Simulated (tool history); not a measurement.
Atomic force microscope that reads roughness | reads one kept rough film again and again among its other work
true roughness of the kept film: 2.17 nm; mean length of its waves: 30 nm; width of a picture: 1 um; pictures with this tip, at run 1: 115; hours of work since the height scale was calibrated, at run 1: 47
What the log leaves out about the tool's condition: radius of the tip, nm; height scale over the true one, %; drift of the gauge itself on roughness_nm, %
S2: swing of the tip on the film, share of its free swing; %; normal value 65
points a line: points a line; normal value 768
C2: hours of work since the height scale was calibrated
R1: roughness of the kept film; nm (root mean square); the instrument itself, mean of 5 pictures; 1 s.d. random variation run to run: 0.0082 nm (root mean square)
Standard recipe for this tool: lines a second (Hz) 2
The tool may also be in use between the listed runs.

{"run": 1, "hour": 0.0, "lines a second (Hz)": 2, "S2": 65, "points a line": 768, "pictures with this tip": 115, "C2": 47, "R1": 1.852}
{"run": 2, "hour": 36.2, "lines a second (Hz)": 1.21, "S2": 65, "points a line": 768, "pictures with this tip": 175, "C2": 76, "R1": 1.882}
{"run": 3, "hour": 97.8, "lines a second (Hz)": 1.21, "S2": 65, "points a line": 768, "pictures with this tip": 276, "C2": 125, "R1": 1.82}
{"hour": 108.1, "done": "new tip fitted"}
{"run": 4, "hour": 132.5, "lines a second (Hz)": 2, "S2": 65, "points a line": 768, "pictures with this tip": 40, "C2": 152, "R1": 1.909}
{"run": 5, "hour": 167.7, "lines a second (Hz)": 2, "S2": 65, "points a line": 768, "pictures with this tip": 99, "C2": 180, "R1": 1.871}
{"run": 6, "hour": 204.4, "lines a second (Hz)": 2, "S2": 65, "points a line": 279, "pictures with this tip": 159, "C2": 209, "R1": 1.82}
{"run": 7, "hour": 274.6, "lines a second (Hz)": 2, "S2": 65, "points a line": 279, "pictures with this tip": 275, "C2": 264, "R1": 1.77}
{"hour": 289.8, "done": "new tip fitted"}
{"run": 8, "hour": 314.4, "lines a second (Hz)": 2, "S2": 65, "points a line": 279, "pictures with this tip": 40, "C2": 295, "R1": 1.87}
{"run": 9, "hour": 377.7, "lines a second (Hz)": 2, "S2": 65, "points a line": 279, "pictures with this tip": 145, "C2": 346, "R1": 1.798}
{"run": 10, "hour": 432.6, "lines a second (Hz)": 2, "S2": 65, "points a line": 279, "pictures with this tip": 235, "C2": 389, "R1": 1.776}
{"hour": 469.2, "done": "new tip fitted"}
{"run": 11, "hour": 499.7, "lines a second (Hz)": 2, "S2": 65, "points a line": 279, "pictures with this tip": 50, "C2": 442, "R1": 1.848}
{"run": 12, "hour": 554.7, "lines a second (Hz)": 2, "S2": 65, "points a line": 279, "pictures with this tip": 141, "C2": 485, "R1": 1.807}
{"run": 13, "hour": 620.3, "lines a second (Hz)": 2, "S2": 65, "points a line": 279, "pictures with this tip": 249, "C2": 537, "R1": 1.761}
{"hour": 647.8, "done": "new tip fitted"}
{"run": 14, "hour": 676.2, "lines a second (Hz)": 2, "S2": 65, "points a line": 1020, "pictures with this tip": 46, "C2": 581, "R1": 1.875}
{"run": 15, "hour": 732.9, "lines a second (Hz)": 2, "S2": 65, "points a line": 1020, "pictures with this tip": 140, "C2": 626, "R1": 1.832}
{"run": 16, "hour": 771.8, "lines a second (Hz)": 2, "S2": 65, "points a line": 1020, "pictures with this tip": 204, "C2": 657, "R1": 1.8}
{"hour": 826.1, "done": "new tip fitted"}
{"run": 17, "hour": 842.3, "lines a second (Hz)": 1.23, "S2": 83, "points a line": 768, "pictures with this tip": 26, "C2": 712, "R1": 1.79}
{"run": 18, "hour": 888.7, "lines a second (Hz)": 1.23, "S2": 83, "points a line": 768, "pictures with this tip": 103, "C2": 749, "R1": 1.757}
{"run": 19, "hour": 961.1, "lines a second (Hz)": 1.23, "S2": 83, "points a line": 768, "pictures with this tip": 222, "C2": 806, "R1": 1.708}
{"run": 20, "hour": 998.7, "lines a second (Hz)": 1.01, "S2": 78, "points a line": 516, "pictures with this tip": 284, "C2": 836, "R1": 1.756}
{"hour": 1003.8, "done": "new tip fitted"}
{"run": 21, "hour": 1060.3, "lines a second (Hz)": 1.48, "S2": 57, "points a line": 768, "pictures with this tip": 93, "C2": 885, "R1": 1.926}
{"run": 22, "hour": 1117.7, "lines a second (Hz)": 1.48, "S2": 57, "points a line": 768, "pictures with this tip": 188, "C2": 930, "R1": 1.892}
{"run": 23, "hour": 1178.9, "lines a second (Hz)": 1.48, "S2": 57, "points a line": 768, "pictures with this tip": 288, "C2": 979, "R1": 1.844}
{"hour": 1184.6, "done": "new tip fitted"}
{"run": 24, "hour": 1214.3, "lines a second (Hz)": 0.73, "S2": 73, "points a line": 450, "pictures with this tip": 49, "C2": 1006, "R1": 1.932}
{"run": 25, "hour": 1250.1, "lines a second (Hz)": 1.69, "S2": 71, "points a line": 577, "pictures with this tip": 108, "C2": 1035, "R1": 1.82}
{"run": 26, "hour": 1315.0, "lines a second (Hz)": 1.91, "S2": 73, "points a line": 577, "pictures with this tip": 215, "C2": 1086, "R1": 1.722}
{"hour": 1361.6, "done": "new tip fitted"}
{"run": 27, "hour": 1362.2, "lines a second (Hz)": 1.91, "S2": 73, "points a line": 577, "pictures with this tip": 1, "C2": 1123, "R1": 1.817}
{"run": 28, "hour": 1435.0, "lines a second (Hz)": 0.86, "S2": 66, "points a line": 686, "pictures with this tip": 121, "C2": 1181, "R1": 1.913}
{"run": 29, "hour": 1498.2, "lines a second (Hz)": 0.86, "S2": 66, "points a line": 686, "pictures with this tip": 225, "C2": 1231, "R1": 1.865}

Here are 5 independent what-if runs from the current tool condition. What would each one return?
{"hour": 1540.5, "done": "new tip fitted"}
{"run": "A", "hour": 1546.3, "lines a second (Hz)": 0.86, "S2": 66, "points a line": 702, "pictures with this tip": 10, "C2": 1268, "R1": "?"}
{"hour": 1540.5, "done": "new tip fitted"}
{"run": "B", "hour": 1546.3, "lines a second (Hz)": 0.59, "S2": 66, "points a line": 337, "pictures with this tip": 10, "C2": 1268, "R1": "?"}
{"hour": 1540.5, "done": "new tip fitted"}
{"run": "C", "hour": 1546.3, "lines a second (Hz)": 3.78, "S2": 82, "points a line": 768, "pictures with this tip": 10, "C2": 1268, "R1": "?"}
{"hour": 1540.5, "done": "new tip fitted"}
{"run": "D", "hour": 1546.3, "lines a second (Hz)": 3.46, "S2": 66, "points a line": 345, "pictures with this tip": 10, "C2": 1268, "R1": "?"}
{"hour": 1540.5, "done": "new tip fitted"}
{"run": "E", "hour": 1546.3, "lines a second (Hz)": 0.66, "S2": 70, "points a line": 257, "pictures with this tip": 10, "C2": 1268, "R1": "?"}

run=A R1=1.956
run=B R1=1.974
run=C R1=1.473
run=D R1=1.767
run=E R1=1.945
Without the tool's unlogged condition, the same runs would have read:
run=A R1=1.988
run=B R1=2.005
run=C R1=1.497
run=D R1=1.795
run=E R1=1.977

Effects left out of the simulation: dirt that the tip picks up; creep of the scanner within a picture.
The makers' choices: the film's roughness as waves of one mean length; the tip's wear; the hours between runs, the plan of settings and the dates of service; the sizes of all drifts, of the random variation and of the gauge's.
